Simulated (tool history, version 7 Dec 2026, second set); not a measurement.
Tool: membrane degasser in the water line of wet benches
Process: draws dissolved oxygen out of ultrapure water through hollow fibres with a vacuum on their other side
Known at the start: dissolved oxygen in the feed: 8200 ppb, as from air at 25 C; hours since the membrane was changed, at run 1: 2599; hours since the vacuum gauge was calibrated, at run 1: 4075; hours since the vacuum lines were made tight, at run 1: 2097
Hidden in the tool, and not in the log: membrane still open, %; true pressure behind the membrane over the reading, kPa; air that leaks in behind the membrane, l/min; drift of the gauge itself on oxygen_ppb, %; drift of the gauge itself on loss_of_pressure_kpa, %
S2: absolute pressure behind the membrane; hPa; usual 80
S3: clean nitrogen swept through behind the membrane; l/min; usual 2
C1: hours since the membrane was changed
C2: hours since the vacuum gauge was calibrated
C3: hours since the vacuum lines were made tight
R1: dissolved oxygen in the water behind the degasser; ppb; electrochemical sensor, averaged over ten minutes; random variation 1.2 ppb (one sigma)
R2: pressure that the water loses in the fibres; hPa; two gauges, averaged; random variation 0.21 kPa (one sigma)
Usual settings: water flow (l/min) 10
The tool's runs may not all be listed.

{"run": 1, "day": 0.0, "water flow (l/min)": 10, "S2": 80, "S3": 2, "C1": 2599, "C2": 4075, "C3": 2097, "R1": 123.8, "R2": 480.2}
{"run": 2, "day": 2.783, "water flow (l/min)": 10, "S2": 80, "S3": 0.84, "C1": 2666, "C2": 4142, "C3": 2164, "R1": 197.2, "R2": 487.2}
{"run": 3, "day": 4.446, "water flow (l/min)": 10, "S2": 80, "S3": 2, "C1": 2706, "C2": 4182, "C3": 2204, "R1": 123.2, "R2": 486}
{"run": 4, "day": 6.342, "water flow (l/min)": 10, "S2": 80, "S3": 2, "C1": 2751, "C2": 4228, "C3": 2249, "R1": 123, "R2": 486}
{"run": 5, "day": 8.917, "water flow (l/min)": 10, "S2": 80, "S3": 2, "C1": 2813, "C2": 4289, "C3": 2311, "R1": 124.5, "R2": 484.9}
{"run": 6, "day": 12.117, "water flow (l/min)": 10, "S2": 80, "S3": 2, "C1": 2890, "C2": 4366, "C3": 2388, "R1": 120, "R2": 485.8}
{"run": 7, "day": 14.829, "water flow (l/min)": 10, "S2": 80, "S3": 2, "C1": 2955, "C2": 4431, "C3": 2453, "R1": 123.6, "R2": 485}
{"run": 8, "day": 17.317, "water flow (l/min)": 11, "S2": 132.2, "S3": 1.86, "C1": 3014, "C2": 4491, "C3": 2513, "R1": 229, "R2": 536.5}

The next listed run, before its measurement:
{"run": 9, "day": 18.829, "water flow (l/min)": 15, "S2": 199.4, "S3": 4.28, "C1": 3051, "C2": 4527, "C3": 2549, "R1": "?", "R2": "?"}

{"run 9": {"R1": 348.7, "R2": 729.8}}
Without the tool's hidden state the same run would have given R1 334.2 ppb, R2 717.2 hPa.

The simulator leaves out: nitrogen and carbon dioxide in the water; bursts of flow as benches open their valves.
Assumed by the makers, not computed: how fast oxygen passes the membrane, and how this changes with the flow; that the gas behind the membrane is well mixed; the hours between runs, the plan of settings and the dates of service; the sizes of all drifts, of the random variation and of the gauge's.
